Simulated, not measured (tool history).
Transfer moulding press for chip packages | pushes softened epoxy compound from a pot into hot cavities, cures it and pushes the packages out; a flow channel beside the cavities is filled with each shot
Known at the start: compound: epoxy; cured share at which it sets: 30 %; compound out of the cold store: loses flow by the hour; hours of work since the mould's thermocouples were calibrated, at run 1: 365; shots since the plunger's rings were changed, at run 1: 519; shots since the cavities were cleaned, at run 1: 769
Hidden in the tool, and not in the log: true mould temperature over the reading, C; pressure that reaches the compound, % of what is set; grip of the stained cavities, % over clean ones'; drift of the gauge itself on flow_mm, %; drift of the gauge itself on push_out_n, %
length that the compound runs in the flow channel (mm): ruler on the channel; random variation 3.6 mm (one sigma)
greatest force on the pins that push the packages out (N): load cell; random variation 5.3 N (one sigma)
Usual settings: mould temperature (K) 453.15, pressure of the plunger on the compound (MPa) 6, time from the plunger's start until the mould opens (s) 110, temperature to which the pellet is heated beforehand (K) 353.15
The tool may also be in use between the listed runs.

| run | hour | mould temperature (K) | pressure of the plunger on the compound (MPa) | time from the plunger's start until the mould opens (s) | temperature to which the pellet is heated beforehand (K) | hours of work since the mould's thermocouples were calibrated | shots since the plunger's rings were changed | shots since the cavities were cleaned | incoming compound's hours out of the cold store | length that the compound runs in the flow channel (mm) | greatest force on the pins that push the packages out (N) |
|---|---|---|---|---|---|---|---|---|---|---|---|
| 1 | 0 | 453.15 | 6 | 110 | 353.15 | 365 | 519 | 769 | 9.5 | 818 | 299 |
| 2 | 14.5 | 453.15 | 6 | 110 | 353.15 | 371 | 623 | 873 | 30.5 | 772 | 287 |
| 3 | 26.8 | 453.15 | 6 | 110 | 353.15 | 377 | 711 | 961 | 42.3 | 738 | 312 |
|  | 34.9 | cavities cleaned with cleaning compound and waxed |
| 4 | 52.5 | 453.15 | 6 | 110 | 353.15 | 387 | 884 | 126 | 46.3 | 729 | 382 |
| 5 | 64.7 | 453.15 | 6 | 110 | 353.15 | 392 | 972 | 214 | 42.6 | 734 | 367 |
| 6 | 77.6 | 453.15 | 5.41 | 110 | 353.15 | 398 | 1064 | 306 | 36.2 | 712 | 383 |
| 7 | 88.5 | 453.15 | 6 | 110 | 353.15 | 402 | 1143 | 385 | 29.3 | 769 | 368 |
|  | 103.8 | mould's thermocouples calibrated |
| 8 | 107.9 | 453.15 | 6 | 110 | 353.15 | 2 | 1268 | 510 | 43.1 | 736 | 373 |
| 9 | 118.4 | 453.15 | 6 | 110 | 353.15 | 6 | 1343 | 585 | 44 | 729 | 377 |
| 10 | 139.3 | 453.15 | 6 | 110 | 353.15 | 15 | 1493 | 735 | 45.4 | 724 | 372 |
| 11 | 163.6 | 453.15 | 6 | 110 | 353.15 | 26 | 1667 | 909 | 15.9 | 797 | 352 |
|  | 170.2 | cavities cleaned with cleaning compound and waxed, once more |
| 12 | 180.7 | 453.15 | 6 | 110 | 353.15 | 32 | 1779 | 75 | 8.3 | 827 | 196 |
| 13 | 204.6 | 453.15 | 6 | 110 | 353.15 | 42 | 1951 | 247 | 17.2 | 796 | 224 |
| 14 | 226.3 | 453.15 | 6 | 110 | 353.15 | 52 | 2107 | 403 | 36.4 | 743 | 253 |
| 15 | 238.1 | 453.15 | 6 | 110 | 353.15 | 57 | 2191 | 487 | 19.5 | 779 | 262 |
| 16 | 261.1 | 453.15 | 6 | 108 | 349.15 | 67 | 2356 | 652 | 15.3 | 796 | 284 |
| 17 | 275.8 | 453.15 | 6 | 108 | 349.15 | 73 | 2462 | 758 | 43.8 | 728 | 295 |
| 18 | 298.4 | 454.15 | 4.98 | 148 | 350.15 | 83 | 2624 | 920 | 46.2 | 651 | 277 |
|  | 312.6 | cavities cleaned with cleaning compound and waxed |
| 19 | 316.3 | 456.15 | 6 | 144 | 353.15 | 90 | 2742 | 27 | 46.3 | 710 | 172 |

Forecast run 20:
| 20 | 340.8 | 456.15 | 6 | 144 | 359.15 | 100 | 2918 | 203 | 47.6 | ? | ? |

length that the compound runs in the flow channel (mm): 702
greatest force on the pins that push the packages out (N): 200
Without the tool's hidden state the same run would have given length that the compound runs in the flow channel (mm) 718, greatest force on the pins that push the packages out (N) 157.
